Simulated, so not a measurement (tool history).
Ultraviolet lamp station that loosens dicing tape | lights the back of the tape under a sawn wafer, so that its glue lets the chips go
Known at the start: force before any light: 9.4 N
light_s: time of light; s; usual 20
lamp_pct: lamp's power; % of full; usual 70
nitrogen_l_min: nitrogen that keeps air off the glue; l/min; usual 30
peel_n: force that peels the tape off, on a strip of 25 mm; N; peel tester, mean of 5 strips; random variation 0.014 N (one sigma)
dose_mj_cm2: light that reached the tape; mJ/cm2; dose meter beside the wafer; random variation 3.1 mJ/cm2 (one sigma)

run     day  light_s  lamp_pct  nitrogen_l_min  peel_n  dose_mj_cm2
  1   0.000       20        70              30   0.838          411
  2   1.312       20        70              30   0.857          410
  3   2.388       20        70              30   0.838          400
  4   3.638       20        70              30   0.825          400
  5   4.317       20        70              30   0.868          400
  6   5.346       20        90              30   0.501          509
  7   6.388       20        90              30   0.509          512
      6.488  -- window cleaned of glue's vapour
  8   7.346       20        90              30   0.528          493
  9   8.442       20        90              30   0.534          498
 10   9.054       15        76              35   1.232          316
 11  10.117       15        89              11   2.111          365
     10.929  -- window cleaned of glue's vapour, once more
 12  11.392       15        89              11   1.765          398
 13  12.521       28        70              18   0.598          580
 14  13.667       10        70              54   1.964          203

The next listed run, before its measurement:
 15  15.050       12        90              30       ?            ?

{"run 15": {"peel_n": 1.339, "dose_mj_cm2": 317}}
Without the tool's hidden state the same run would have given peel_n 1.076 N, dose_mj_cm2 356 mJ/cm2.
